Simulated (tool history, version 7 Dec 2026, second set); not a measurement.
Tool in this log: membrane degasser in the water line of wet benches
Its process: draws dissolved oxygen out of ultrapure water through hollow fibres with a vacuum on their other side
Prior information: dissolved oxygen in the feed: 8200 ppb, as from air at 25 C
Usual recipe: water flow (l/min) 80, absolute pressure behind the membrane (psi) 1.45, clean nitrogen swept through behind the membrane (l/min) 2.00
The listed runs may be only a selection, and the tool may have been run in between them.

run	day	water flow (l/min)	absolute pressure behind the membrane (psi)	clean nitrogen swept through behind the membrane (l/min)	dissolved oxygen in the water behind the degasser (ppb)	pressure that the water loses in the fibres (psi)
1	0.000	80	1.45	2.00	525.7	5.332
2	3.242	80	1.45	2.00	527.0	5.329
3	4.833	80	1.45	2.00	526.8	5.340
4	7.929	80	1.45	2.00	526.9	5.342
5	9.483	80	1.45	2.00	526.3	5.339
6	11.725	80	1.45	2.00	526.9	5.327
# day 14.504: vacuum gauge calibrated
7	14.504	110	1.45	2.00	661.8	7.285
8	16.238	80	1.45	2.00	521.4	5.365
9	19.588	80	1.45	2.00	520.9	5.363
10	21.525	80	1.45	2.00	522.1	5.332
11	23.467	80	1.45	2.00	521.9	5.379
12	25.988	121	1.45	2.00	708.5	8.054
13	28.917	121	1.45	2.24	656.1	8.054
14	30.433	58	3.26	2.49	892.5	3.857
15	33.546	80	1.68	5.44	279.3	5.311
16	36.392	80	1.68	5.44	279.3	5.401
17	38.338	80	1.68	5.44	280.0	5.375
18	39.742	113	1.90	3.95	575.1	7.599
19	42.558	95	1.45	2.00	595.2	6.437
20	44.271	53	2.05	2.00	586.6	3.506
21	45.996	53	2.05	2.00	586.6	3.527
22	48.583	68	1.45	1.83	492.0	4.563
23	51.346	52	1.99	1.35	758.5	3.513

Here are 5 independent what-if runs from the current tool condition. What would each one return?
A	54.142	58	2.81	1.56	?	?
B	54.142	106	1.99	1.66	?	?
C	54.142	80	1.45	3.25	?	?
D	54.142	91	1.84	2.26	?	?
E	54.142	80	1.33	2.00	?	?

run	dissolved oxygen in the water behind the degasser (ppb)	pressure that the water loses in the fibres (psi)
A	1093.1	3.855
B	1088.3	7.088
C	354.4	5.343
D	717.9	6.061
E	465.4	5.348
Without the tool's hidden state the same runs would have given:
run	dissolved oxygen in the water behind the degasser (ppb)	pressure that the water loses in the fibres (psi)
A	1090.3	3.825
B	1085.7	7.034
C	352.3	5.303
D	715.3	6.015
E	462.8	5.307
